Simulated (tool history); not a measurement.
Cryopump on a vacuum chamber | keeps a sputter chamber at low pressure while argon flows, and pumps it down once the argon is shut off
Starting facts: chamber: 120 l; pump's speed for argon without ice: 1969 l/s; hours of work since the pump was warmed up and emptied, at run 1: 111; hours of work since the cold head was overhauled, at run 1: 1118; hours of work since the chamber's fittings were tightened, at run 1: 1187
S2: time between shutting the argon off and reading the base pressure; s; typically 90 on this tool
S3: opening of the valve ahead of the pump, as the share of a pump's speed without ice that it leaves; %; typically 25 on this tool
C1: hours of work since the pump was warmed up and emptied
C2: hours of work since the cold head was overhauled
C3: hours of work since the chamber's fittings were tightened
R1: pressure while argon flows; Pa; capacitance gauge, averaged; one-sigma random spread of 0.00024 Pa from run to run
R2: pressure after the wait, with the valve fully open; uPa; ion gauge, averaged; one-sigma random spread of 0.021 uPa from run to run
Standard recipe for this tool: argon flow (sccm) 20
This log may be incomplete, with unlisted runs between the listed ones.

run 1 day=0 | argon_flow_(sccm)=20 S2=90 S3=25 | C1=111 C2=1118 C3=1187 | R1=0.0694 R2=1.55
run 2 day=2.179 | argon_flow_(sccm)=20 S2=90 S3=25 | C1=138 C2=1145 C3=1214 | R1=0.0691 R2=1.58
run 3 day=4.35 | argon_flow_(sccm)=20 S2=90 S3=25 | C1=165 C2=1172 C3=1241 | R1=0.0691 R2=1.7
run 4 day=5.792 | argon_flow_(sccm)=20 S2=90 S3=25 | C1=183 C2=1190 C3=1259 | R1=0.0692 R2=1.65
run 5 day=7.229 | argon_flow_(sccm)=21 S2=90 S3=25 | C1=201 C2=1208 C3=1277 | R1=0.0733 R2=1.72
run 6 day=8.846 | argon_flow_(sccm)=26 S2=175 S3=24 | C1=221 C2=1228 C3=1297 | R1=0.0944 R2=1.58
run 7 day=10.779 | argon_flow_(sccm)=26 S2=175 S3=24 | C1=245 C2=1252 C3=1321 | R1=0.0941 R2=1.63
run 8 day=11.842 | argon_flow_(sccm)=26 S2=175 S3=24 | C1=259 C2=1266 C3=1334 | R1=0.0943 R2=1.7
run 9 day=13.371 | argon_flow_(sccm)=20 S2=90 S3=16 | C1=278 C2=1285 C3=1353 | R1=0.1078 R2=1.78

For run 10, what comes out?
run 10 day=15.546 | argon_flow_(sccm)=20 S2=90 S3=16 | C1=305 C2=1312 C3=1381 | R1=? R2=?

{"run 10": {"R1": 0.1087, "R2": 1.81}}
The same run, on a tool lacking any hidden state, would have yielded R1 0.1076 Pa, R2 0.4 uPa.
